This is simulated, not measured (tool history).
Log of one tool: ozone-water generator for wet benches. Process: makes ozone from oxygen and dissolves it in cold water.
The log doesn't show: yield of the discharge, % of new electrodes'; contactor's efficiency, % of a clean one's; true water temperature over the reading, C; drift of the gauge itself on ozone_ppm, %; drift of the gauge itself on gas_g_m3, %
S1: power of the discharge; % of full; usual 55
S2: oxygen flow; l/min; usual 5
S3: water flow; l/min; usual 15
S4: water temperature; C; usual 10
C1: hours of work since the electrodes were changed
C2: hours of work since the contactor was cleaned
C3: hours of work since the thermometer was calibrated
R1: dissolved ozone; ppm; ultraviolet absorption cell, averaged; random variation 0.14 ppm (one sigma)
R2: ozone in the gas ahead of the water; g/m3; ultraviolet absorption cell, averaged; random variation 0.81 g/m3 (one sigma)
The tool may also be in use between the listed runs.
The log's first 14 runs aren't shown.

{"run": 15, "hour": 1086.5, "S1": 55, "S2": 5, "S3": 13, "S4": 10, "C1": 2060, "C2": 3269, "C3": 412, "R1": 18.8, "R2": 123.3}
{"run": 16, "hour": 1130.0, "S1": 55, "S2": 5, "S3": 15, "S4": 10, "C1": 2090, "C2": 3299, "C3": 442, "R1": 16.6, "R2": 122.2}
{"run": 17, "hour": 1218.5, "S1": 55, "S2": 5, "S3": 15, "S4": 10, "C1": 2149, "C2": 3358, "C3": 501, "R1": 16.6, "R2": 123.7}
{"run": 18, "hour": 1314.9, "S1": 55, "S2": 5, "S3": 15, "S4": 10, "C1": 2215, "C2": 3424, "C3": 567, "R1": 16.7, "R2": 123.7}
{"run": 19, "hour": 1380.3, "S1": 55, "S2": 5, "S3": 15, "S4": 10, "C1": 2259, "C2": 3468, "C3": 611, "R1": 16.7, "R2": 122.3}
{"run": 20, "hour": 1455.4, "S1": 55, "S2": 5, "S3": 15, "S4": 10, "C1": 2310, "C2": 3519, "C3": 662, "R1": 16.5, "R2": 122.1}
{"run": 21, "hour": 1517.5, "S1": 55, "S2": 2.79, "S3": 15, "S4": 10, "C1": 2352, "C2": 3561, "C3": 704, "R1": 15, "R2": 162.3}
{"run": 22, "hour": 1610.5, "S1": 55, "S2": 5, "S3": 10, "S4": 10, "C1": 2414, "C2": 3624, "C3": 767, "R1": 22.9, "R2": 121.7}
{"run": 23, "hour": 1704.9, "S1": 55, "S2": 3.36, "S3": 10, "S4": 10, "C1": 2478, "C2": 3687, "C3": 830, "R1": 23, "R2": 147.8}
{"run": 24, "hour": 1799.5, "S1": 55, "S2": 5, "S3": 15, "S4": 10, "C1": 2542, "C2": 3751, "C3": 894, "R1": 16.5, "R2": 121.9}
{"run": 25, "hour": 1843.4, "S1": 55, "S2": 5, "S3": 15, "S4": 10, "C1": 2572, "C2": 3781, "C3": 924, "R1": 16.5, "R2": 122}
{"run": 26, "hour": 1887.0, "S1": 55, "S2": 5, "S3": 15, "S4": 10, "C1": 2601, "C2": 3810, "C3": 953, "R1": 16.3, "R2": 121.7}
{"run": 27, "hour": 1946.5, "S1": 55, "S2": 5, "S3": 15, "S4": 10, "C1": 2642, "C2": 3851, "C3": 994, "R1": 16.6, "R2": 123}
{"run": 28, "hour": 2045.2, "S1": 96, "S2": 5, "S3": 18, "S4": 10, "C1": 2708, "C2": 3917, "C3": 1060, "R1": 20.3, "R2": 179.1}
{"hour": 2106.5, "done": "contactor cleaned"}
{"run": 29, "hour": 2119.7, "S1": 96, "S2": 5, "S3": 16, "S4": 10, "C1": 2756, "C2": 9, "C3": 1108, "R1": 23.3, "R2": 180.9}

Forecast run 30:
{"run": 30, "hour": 2222.7, "S1": 40, "S2": 5, "S3": 10, "S4": 10, "C1": 2826, "C2": 79, "C3": 1178, "R1": "?", "R2": "?"}

R1: 18.6 ppm
R2: 96.5 g/m3
Without the tool's hidden state the same run would have given R1 19.2 ppm, R2 99.2 g/m3.
